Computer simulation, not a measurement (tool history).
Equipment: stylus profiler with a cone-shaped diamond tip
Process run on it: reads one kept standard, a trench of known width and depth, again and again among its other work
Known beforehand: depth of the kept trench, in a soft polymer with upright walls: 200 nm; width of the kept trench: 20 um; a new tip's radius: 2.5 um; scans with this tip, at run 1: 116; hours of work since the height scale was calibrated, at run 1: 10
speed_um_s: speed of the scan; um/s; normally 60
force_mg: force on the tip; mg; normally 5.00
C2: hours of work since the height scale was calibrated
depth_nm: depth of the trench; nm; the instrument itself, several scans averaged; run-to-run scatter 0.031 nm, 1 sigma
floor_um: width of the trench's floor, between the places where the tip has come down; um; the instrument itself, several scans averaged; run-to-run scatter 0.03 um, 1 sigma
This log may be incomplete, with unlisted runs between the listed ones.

{"run": 1, "hour": 0.0, "speed_um_s": 60, "force_mg": 5.0, "scans with this tip": 116, "C2": 10, "depth_nm": 202.69, "floor_um": 17.8}
{"run": 2, "hour": 37.0, "speed_um_s": 51, "force_mg": 5.0, "scans with this tip": 346, "C2": 29, "depth_nm": 202.72, "floor_um": 17.84}
{"run": 3, "hour": 70.2, "speed_um_s": 51, "force_mg": 5.0, "scans with this tip": 552, "C2": 47, "depth_nm": 202.74, "floor_um": 17.78}
{"run": 4, "hour": 119.2, "speed_um_s": 217, "force_mg": 5.0, "scans with this tip": 856, "C2": 73, "depth_nm": 202.78, "floor_um": 17.02}
{"run": 5, "hour": 171.6, "speed_um_s": 217, "force_mg": 5.0, "scans with this tip": 1182, "C2": 100, "depth_nm": 202.77, "floor_um": 17.0}
{"run": 6, "hour": 217.3, "speed_um_s": 217, "force_mg": 5.0, "scans with this tip": 1466, "C2": 125, "depth_nm": 202.79, "floor_um": 17.02}
{"run": 7, "hour": 246.8, "speed_um_s": 217, "force_mg": 5.0, "scans with this tip": 1649, "C2": 140, "depth_nm": 202.81, "floor_um": 16.95}
{"run": 8, "hour": 272.6, "speed_um_s": 217, "force_mg": 5.0, "scans with this tip": 1810, "C2": 154, "depth_nm": 202.81, "floor_um": 16.92}
{"run": 9, "hour": 310.0, "speed_um_s": 217, "force_mg": 5.0, "scans with this tip": 2042, "C2": 174, "depth_nm": 202.74, "floor_um": 16.93}
{"run": 10, "hour": 361.2, "speed_um_s": 106, "force_mg": 5.0, "scans with this tip": 2360, "C2": 201, "depth_nm": 202.8, "floor_um": 17.34}
{"run": 11, "hour": 391.0, "speed_um_s": 106, "force_mg": 5.0, "scans with this tip": 2545, "C2": 216, "depth_nm": 202.8, "floor_um": 17.34}
{"run": 12, "hour": 437.6, "speed_um_s": 43, "force_mg": 5.0, "scans with this tip": 2835, "C2": 241, "depth_nm": 202.83, "floor_um": 17.6}
{"run": 13, "hour": 478.7, "speed_um_s": 60, "force_mg": 5.0, "scans with this tip": 3090, "C2": 263, "depth_nm": 202.86, "floor_um": 17.47}
{"run": 14, "hour": 505.0, "speed_um_s": 60, "force_mg": 5.0, "scans with this tip": 3253, "C2": 277, "depth_nm": 202.85, "floor_um": 17.45}
{"run": 15, "hour": 526.8, "speed_um_s": 60, "force_mg": 5.0, "scans with this tip": 3389, "C2": 288, "depth_nm": 202.84, "floor_um": 17.48}
{"run": 16, "hour": 567.1, "speed_um_s": 60, "force_mg": 6.0, "scans with this tip": 3639, "C2": 309, "depth_nm": 203.2, "floor_um": 17.44}
{"run": 17, "hour": 589.9, "speed_um_s": 60, "force_mg": 2.69, "scans with this tip": 3781, "C2": 321, "depth_nm": 201.96, "floor_um": 17.3}
{"run": 18, "hour": 624.9, "speed_um_s": 60, "force_mg": 5.0, "scans with this tip": 3998, "C2": 340, "depth_nm": 202.9, "floor_um": 17.37}
{"run": 19, "hour": 650.7, "speed_um_s": 60, "force_mg": 5.0, "scans with this tip": 4158, "C2": 354, "depth_nm": 202.93, "floor_um": 17.44}
{"run": 20, "hour": 696.5, "speed_um_s": 49, "force_mg": 4.02, "scans with this tip": 4443, "C2": 378, "depth_nm": 202.58, "floor_um": 17.43}
{"run": 21, "hour": 717.7, "speed_um_s": 49, "force_mg": 4.02, "scans with this tip": 4575, "C2": 389, "depth_nm": 202.48, "floor_um": 17.42}
{"run": 22, "hour": 756.6, "speed_um_s": 49, "force_mg": 4.02, "scans with this tip": 4816, "C2": 409, "depth_nm": 202.61, "floor_um": 17.37}
{"run": 23, "hour": 797.7, "speed_um_s": 30, "force_mg": 5.01, "scans with this tip": 5072, "C2": 431, "depth_nm": 203.02, "floor_um": 17.46}
{"run": 24, "hour": 842.6, "speed_um_s": 30, "force_mg": 5.01, "scans with this tip": 5351, "C2": 455, "depth_nm": 202.89, "floor_um": 17.44}
{"run": 25, "hour": 884.9, "speed_um_s": 229, "force_mg": 4.99, "scans with this tip": 5614, "C2": 477, "depth_nm": 202.93, "floor_um": 16.55}
{"run": 26, "hour": 929.7, "speed_um_s": 60, "force_mg": 4.74, "scans with this tip": 5892, "C2": 501, "depth_nm": 202.85, "floor_um": 17.29}
{"run": 27, "hour": 954.3, "speed_um_s": 30, "force_mg": 1.71, "scans with this tip": 6045, "C2": 514, "depth_nm": 201.54, "floor_um": 17.27}
{"run": 28, "hour": 978.0, "speed_um_s": 35, "force_mg": 6.12, "scans with this tip": 6192, "C2": 526, "depth_nm": 203.32, "floor_um": 17.33}
{"run": 29, "hour": 1020.8, "speed_um_s": 105, "force_mg": 11.32, "scans with this tip": 6458, "C2": 549, "depth_nm": 204.94, "floor_um": 17.14}
{"run": 30, "hour": 1055.4, "speed_um_s": 41, "force_mg": 1.86, "scans with this tip": 6673, "C2": 567, "depth_nm": 201.69, "floor_um": 17.13}
{"run": 31, "hour": 1103.5, "speed_um_s": 88, "force_mg": 7.23, "scans with this tip": 6972, "C2": 593, "depth_nm": 203.78, "floor_um": 17.11}
{"run": 32, "hour": 1128.3, "speed_um_s": 88, "force_mg": 7.23, "scans with this tip": 7126, "C2": 606, "depth_nm": 203.77, "floor_um": 17.05}
{"run": 33, "hour": 1163.9, "speed_um_s": 88, "force_mg": 7.23, "scans with this tip": 7347, "C2": 625, "depth_nm": 203.78, "floor_um": 17.05}
{"run": 34, "hour": 1209.5, "speed_um_s": 116, "force_mg": 9.44, "scans with this tip": 7630, "C2": 649, "depth_nm": 204.49, "floor_um": 16.94}
{"run": 35, "hour": 1232.4, "speed_um_s": 232, "force_mg": 4.97, "scans with this tip": 7773, "C2": 661, "depth_nm": 203.02, "floor_um": 16.34}
{"run": 36, "hour": 1257.9, "speed_um_s": 16, "force_mg": 4.55, "scans with this tip": 7931, "C2": 674, "depth_nm": 202.85, "floor_um": 17.27}
{"run": 37, "hour": 1309.1, "speed_um_s": 16, "force_mg": 4.55, "scans with this tip": 8249, "C2": 701, "depth_nm": 202.87, "floor_um": 17.27}

Had the tool no unlogged condition, and each run kept its random variation, what would the results have been?
The hidden state here: radius of the tip, um; height scale over the true one, %; drift of the gauge itself on depth_nm, %; drift of the gauge itself on floor_um, %.
run=1 depth_nm=202.70 floor_um=17.78
run=2 depth_nm=202.72 floor_um=17.84
run=3 depth_nm=202.73 floor_um=17.81
run=4 depth_nm=202.76 floor_um=17.08
run=5 depth_nm=202.73 floor_um=17.10
run=6 depth_nm=202.74 floor_um=17.16
run=7 depth_nm=202.76 floor_um=17.10
run=8 depth_nm=202.75 floor_um=17.08
run=9 depth_nm=202.67 floor_um=17.12
run=10 depth_nm=202.72 floor_um=17.56
run=11 depth_nm=202.72 floor_um=17.58
run=12 depth_nm=202.74 floor_um=17.87
run=13 depth_nm=202.75 floor_um=17.76
run=14 depth_nm=202.74 floor_um=17.76
run=15 depth_nm=202.72 floor_um=17.80
run=16 depth_nm=203.07 floor_um=17.79
run=17 depth_nm=201.83 floor_um=17.65
run=18 depth_nm=202.76 floor_um=17.75
run=19 depth_nm=202.78 floor_um=17.83
run=20 depth_nm=202.41 floor_um=17.85
run=21 depth_nm=202.31 floor_um=17.85
run=22 depth_nm=202.44 floor_um=17.82
run=23 depth_nm=202.83 floor_um=17.93
run=24 depth_nm=202.69 floor_um=17.94
run=25 depth_nm=202.72 floor_um=17.07
run=26 depth_nm=202.63 floor_um=17.84
run=27 depth_nm=201.32 floor_um=17.83
run=28 depth_nm=203.08 floor_um=17.90
run=29 depth_nm=204.69 floor_um=17.73
run=30 depth_nm=201.44 floor_um=17.74
run=31 depth_nm=203.51 floor_um=17.74
run=32 depth_nm=203.50 floor_um=17.70
run=33 depth_nm=203.49 floor_um=17.72
run=34 depth_nm=204.20 floor_um=17.63
run=35 depth_nm=202.72 floor_um=17.04
run=36 depth_nm=202.54 floor_um=17.98
run=37 depth_nm=202.55 floor_um=18.01
